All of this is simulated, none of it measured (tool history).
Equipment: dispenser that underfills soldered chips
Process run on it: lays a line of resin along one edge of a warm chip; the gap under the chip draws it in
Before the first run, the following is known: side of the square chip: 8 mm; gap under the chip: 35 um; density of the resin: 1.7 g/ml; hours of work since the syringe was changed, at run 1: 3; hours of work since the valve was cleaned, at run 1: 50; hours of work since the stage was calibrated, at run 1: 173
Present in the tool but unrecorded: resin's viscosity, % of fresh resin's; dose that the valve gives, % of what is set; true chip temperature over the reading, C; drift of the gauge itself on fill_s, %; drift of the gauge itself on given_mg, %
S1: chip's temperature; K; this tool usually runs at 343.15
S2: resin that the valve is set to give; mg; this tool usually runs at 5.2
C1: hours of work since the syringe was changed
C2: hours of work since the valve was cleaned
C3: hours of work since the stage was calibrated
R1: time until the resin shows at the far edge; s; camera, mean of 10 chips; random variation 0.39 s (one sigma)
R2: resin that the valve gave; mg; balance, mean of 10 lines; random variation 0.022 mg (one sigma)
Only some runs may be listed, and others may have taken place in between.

run 1 hour=0 | S1=343.15 S2=5.2 | C1=3 C2=50 C3=173 | R1=26.5 R2=5.04
run 2 hour=3.9 | S1=343.15 S2=5.2 | C1=6 C2=53 C3=176 | R1=30 R2=5.03
-- hour=5.7 new syringe of resin
-- hour=7.3 dispensing valve cleaned and set on the balance
run 3 hour=11.5 | S1=343.15 S2=4.48 | C1=4 C2=3 C3=181 | R1=28 R2=4.51
-- hour=16.1 new syringe of resin
run 4 hour=17.7 | S1=343.15 S2=4.48 | C1=1 C2=8 C3=185 | R1=25.7 R2=4.51
run 5 hour=22.7 | S1=343.15 S2=5.2 | C1=5 C2=12 C3=189 | R1=28.3 R2=5.15
-- hour=25.3 new syringe of resin
run 6 hour=30.3 | S1=343.15 S2=5.2 | C1=4 C2=18 C3=195 | R1=26.7 R2=5.15
-- hour=34.7 new syringe of resin
run 7 hour=36.8 | S1=343.15 S2=5.2 | C1=2 C2=23 C3=200 | R1=24.6 R2=5.11
run 8 hour=40.5 | S1=343.15 S2=5.2 | C1=5 C2=26 C3=203 | R1=27.5 R2=5.09
-- hour=44 new syringe of resin
run 9 hour=46.5 | S1=343.15 S2=5.2 | C1=2 C2=30 C3=208 | R1=24.9 R2=5.12
run 10 hour=50.3 | S1=343.15 S2=5.2 | C1=5 C2=33 C3=211 | R1=27.6 R2=5.11
-- hour=53.7 new syringe of resin
run 11 hour=55.7 | S1=343.15 S2=5.2 | C1=2 C2=37 C3=215 | R1=24.7 R2=5.1
-- hour=63 new syringe of resin
run 12 hour=63.4 | S1=343.15 S2=5.2 | C1=0 C2=43 C3=220 | R1=23.1 R2=5.07
run 13 hour=67.1 | S1=353.15 S2=5.2 | C1=3 C2=46 C3=223 | R1=15.5 R2=5.04
-- hour=72.5 new syringe of resin
run 14 hour=73 | S1=353.15 S2=5.2 | C1=0 C2=50 C3=228 | R1=14 R2=5.05
run 15 hour=76.7 | S1=343.15 S2=5.98 | C1=3 C2=53 C3=231 | R1=24.8 R2=5.79
-- hour=79.5 dispensing valve cleaned and set on the balance
-- hour=82.9 new syringe of resin
run 16 hour=84.7 | S1=343.15 S2=5.98 | C1=1 C2=4 C3=236 | R1=24 R2=5.97
run 17 hour=91.2 | S1=343.15 S2=5.98 | C1=7 C2=9 C3=241 | R1=28.5 R2=5.93
-- hour=92.5 new syringe of resin
run 18 hour=96.5 | S1=336.15 S2=4.79 | C1=3 C2=13 C3=245 | R1=38.3 R2=4.74
-- hour=101.8 new syringe of resin
run 19 hour=103.5 | S1=336.15 S2=4.79 | C1=1 C2=18 C3=250 | R1=35.9 R2=4.7
-- hour=110.9 new syringe of resin
run 20 hour=110.9 | S1=336.15 S2=5.2 | C1=0 C2=24 C3=256 | R1=32.7 R2=5.09
run 21 hour=117.7 | S1=336.15 S2=5.2 | C1=5 C2=29 C3=261 | R1=40.1 R2=5.09
-- hour=120.3 new syringe of resin
run 22 hour=123.6 | S1=330.15 S2=5.06 | C1=3 C2=34 C3=266 | R1=53.1 R2=4.96
-- hour=129.7 new syringe of resin
run 23 hour=129.7 | S1=356.15 S2=5.19 | C1=0 C2=38 C3=270 | R1=11.9 R2=5.09
run 24 hour=133.6 | S1=334.15 S2=6.31 | C1=3 C2=41 C3=273 | R1=40.6 R2=6.07
run 25 hour=138.3 | S1=340.15 S2=6.36 | C1=7 C2=45 C3=277 | R1=32.5 R2=6.15
-- hour=139 new syringe of resin
run 26 hour=145.4 | S1=350.15 S2=5.79 | C1=5 C2=50 C3=282 | R1=17.9 R2=5.58
-- hour=148.3 new syringe of resin
run 27 hour=149.6 | S1=350.15 S2=5.79 | C1=1 C2=54 C3=286 | R1=15.5 R2=5.6
-- hour=151.8 dispensing valve cleaned and set on the balance
run 28 hour=155.4 | S1=334.15 S2=6.43 | C1=5 C2=3 C3=289 | R1=42.6 R2=6.36
-- hour=158.6 new syringe of resin
run 29 hour=162 | S1=334.15 S2=6.43 | C1=3 C2=8 C3=294 | R1=39.1 R2=6.41
-- hour=167.7 new syringe of resin
run 30 hour=169.6 | S1=355.15 S2=5.83 | C1=1 C2=14 C3=300 | R1=12.3 R2=5.79
run 31 hour=175.1 | S1=355.15 S2=5.83 | C1=6 C2=18 C3=304 | R1=14.9 R2=5.79
-- hour=176.8 new syringe of resin
run 32 hour=178.7 | S1=328.15 S2=5.43 | C1=2 C2=21 C3=307 | R1=53.3 R2=5.32
run 33 hour=183.6 | S1=345.15 S2=4.65 | C1=5 C2=24 C3=311 | R1=25.2 R2=4.58
-- hour=186.2 new syringe of resin
run 34 hour=187.6 | S1=345.15 S2=4.65 | C1=1 C2=27 C3=314 | R1=22.2 R2=4.57

Hidden condition of the tool, last listed run before each entry between runs versus first listed run after:
In the gap between runs 2 and 3: new syringe of resin (hour 5.7); dispensing valve cleaned and set on the balance (hour 7.3)
  resin's viscosity, % of fresh resin's: 125.2 -> 116.5; dose that the valve gives, % of what is set: 97.16 -> 99.77; true chip temperature over the reading, C: 1.38 -> 1.42
  measured value less the no-hidden-state value, R1: +4.4 -> +2.1 s; R2: -0.15 -> -0.01 mg
In the gap between runs 3 and 4: new syringe of resin (hour 16.1)
  resin's viscosity, % of fresh resin's: 116.5 -> 104.1; dose that the valve gives, % of what is set: 99.77 -> 99.52; true chip temperature over the reading, C: 1.42 -> 1.45
  measured value less the no-hidden-state value, R1: +2.1 -> -0.9 s; R2: -0.01 -> -0.02 mg
In the gap between runs 5 and 6: new syringe of resin (hour 25.3)
  resin's viscosity, % of fresh resin's: 120.9 -> 115.5; dose that the valve gives, % of what is set: 99.29 -> 98.98; true chip temperature over the reading, C: 1.48 -> 1.52
  measured value less the no-hidden-state value, R1: +3 -> +1.7 s; R2: -0.04 -> -0.06 mg
In the gap between runs 6 and 7: new syringe of resin (hour 34.7)
  resin's viscosity, % of fresh resin's: 115.5 -> 104.9; dose that the valve gives, % of what is set: 98.98 -> 98.72; true chip temperature over the reading, C: 1.52 -> 1.55
  measured value less the no-hidden-state value, R1: +1.7 -> -0.8 s; R2: -0.06 -> -0.07 mg
In the gap between runs 8 and 9: new syringe of resin (hour 44)
  resin's viscosity, % of fresh resin's: 117.1 -> 106.4; dose that the valve gives, % of what is set: 98.57 -> 98.32; true chip temperature over the reading, C: 1.57 -> 1.61
  measured value less the no-hidden-state value, R1: +2.1 -> -0.5 s; R2: -0.08 -> -0.09 mg
In the gap between runs 10 and 11: new syringe of resin (hour 53.7)
  resin's viscosity, % of fresh resin's: 119.2 -> 105.9; dose that the valve gives, % of what is set: 98.16 -> 97.94; true chip temperature over the reading, C: 1.63 -> 1.66
  measured value less the no-hidden-state value, R1: +2.4 -> -0.6 s; R2: -0.1 -> -0.11 mg
In the gap between runs 11 and 12: new syringe of resin (hour 63)
  resin's viscosity, % of fresh resin's: 105.9 -> 100.6; dose that the valve gives, % of what is set: 97.94 -> 97.61; true chip temperature over the reading, C: 1.66 -> 1.7
  measured value less the no-hidden-state value, R1: -0.6 -> -1.9 s; R2: -0.11 -> -0.13 mg
In the gap between runs 13 and 14: new syringe of resin (hour 72.5)
  resin's viscosity, % of fresh resin's: 112.5 -> 101.6; dose that the valve gives, % of what is set: 97.45 -> 97.2; true chip temperature over the reading, C: 1.73 -> 1.76
  measured value less the no-hidden-state value, R1: +0.5 -> -0.9 s; R2: -0.14 -> -0.15 mg
In the gap between runs 15 and 16: dispensing valve cleaned and set on the balance (hour 79.5); new syringe of resin (hour 82.9)
  resin's viscosity, % of fresh resin's: 113.5 -> 106.7; dose that the valve gives, % of what is set: 97.05 -> 99.43; true chip temperature over the reading, C: 1.78 -> 1.82
  measured value less the no-hidden-state value, R1: +0.9 -> -0.8 s; R2: -0.17 -> -0.04 mg
In the gap between runs 17 and 18: new syringe of resin (hour 92.5)
  resin's viscosity, % of fresh resin's: 129.4 -> 113.4; dose that the valve gives, % of what is set: 99.14 -> 98.91; true chip temperature over the reading, C: 1.86 -> 1.89
  measured value less the no-hidden-state value, R1: +4.3 -> +1 s; R2: -0.05 -> -0.06 mg
In the gap between runs 18 and 19: new syringe of resin (hour 101.8)
  resin's viscosity, % of fresh resin's: 113.4 -> 105; dose that the valve gives, % of what is set: 98.91 -> 98.61; true chip temperature over the reading, C: 1.89 -> 1.93
  measured value less the no-hidden-state value, R1: +1 -> -2 s; R2: -0.06 -> -0.06 mg
In the gap between runs 19 and 20: new syringe of resin (hour 110.9)
  resin's viscosity, % of fresh resin's: 105 -> 99.5; dose that the valve gives, % of what is set: 98.61 -> 98.28; true chip temperature over the reading, C: 1.93 -> 1.97
  measured value less the no-hidden-state value, R1: -2 -> -3.8 s; R2: -0.06 -> -0.09 mg
In the gap between runs 21 and 22: new syringe of resin (hour 120.3)
  resin's viscosity, % of fresh resin's: 121.6 -> 112.6; dose that the valve gives, % of what is set: 97.95 -> 97.71; true chip temperature over the reading, C: 2.01 -> 2.04
  measured value less the no-hidden-state value, R1: +3.4 -> +0.4 s; R2: -0.1 -> -0.11 mg
In the gap between runs 22 and 23: new syringe of resin (hour 129.7)
  resin's viscosity, % of fresh resin's: 112.6 -> 98.9; dose that the valve gives, % of what is set: 97.71 -> 97.44; true chip temperature over the reading, C: 2.04 -> 2.07
  measured value less the no-hidden-state value, R1: +0.4 -> -1.3 s; R2: -0.11 -> -0.14 mg
In the gap between runs 25 and 26: new syringe of resin (hour 139)
  resin's viscosity, % of fresh resin's: 128 -> 121.2; dose that the valve gives, % of what is set: 97.06 -> 96.8; true chip temperature over the reading, C: 2.12 -> 2.16
  measured value less the no-hidden-state value, R1: +4 -> +1.5 s; R2: -0.18 -> -0.18 mg
In the gap between runs 26 and 27: new syringe of resin (hour 148.3)
  resin's viscosity, % of fresh resin's: 121.2 -> 103; dose that the valve gives, % of what is set: 96.8 -> 96.63; true chip temperature over the reading, C: 2.16 -> 2.19
  measured value less the no-hidden-state value, R1: +1.5 -> -1.3 s; R2: -0.18 -> -0.2 mg
In the gap between runs 27 and 28: dispensing valve cleaned and set on the balance (hour 151.8)
  resin's viscosity, % of fresh resin's: 103 -> 118.9; dose that the valve gives, % of what is set: 96.63 -> 99.74; true chip temperature over the reading, C: 2.19 -> 2.21
  measured value less the no-hidden-state value, R1: -1.3 -> +2.1 s; R2: -0.2 -> -0.02 mg
In the gap between runs 28 and 29: new syringe of resin (hour 158.6)
  resin's viscosity, % of fresh resin's: 118.9 -> 110.6; dose that the valve gives, % of what is set: 99.74 -> 99.44; true chip temperature over the reading, C: 2.21 -> 2.25
  measured value less the no-hidden-state value, R1: +2.1 -> -1 s; R2: -0.02 -> -0.04 mg
In the gap between runs 29 and 30: new syringe of resin (hour 167.7)
  resin's viscosity, % of fresh resin's: 110.6 -> 105.2; dose that the valve gives, % of what is set: 99.44 -> 99.13; true chip temperature over the reading, C: 2.25 -> 2.29
  measured value less the no-hidden-state value, R1: -1 -> -0.8 s; R2: -0.04 -> -0.05 mg
In the gap between runs 31 and 32: new syringe of resin (hour 176.8)
  resin's viscosity, % of fresh resin's: 124 -> 105.2; dose that the valve gives, % of what is set: 98.89 -> 98.74; true chip temperature over the reading, C: 2.33 -> 2.35
  measured value less the no-hidden-state value, R1: +1.4 -> -4.7 s; R2: -0.07 -> -0.07 mg
In the gap between runs 33 and 34: new syringe of resin (hour 186.2)
  resin's viscosity, % of fresh resin's: 121.9 -> 105.9; dose that the valve gives, % of what is set: 98.54 -> 98.39; true chip temperature over the reading, C: 2.37 -> 2.4
  measured value less the no-hidden-state value, R1: +1.9 -> -1.4 s; R2: -0.07 -> -0.08 mg
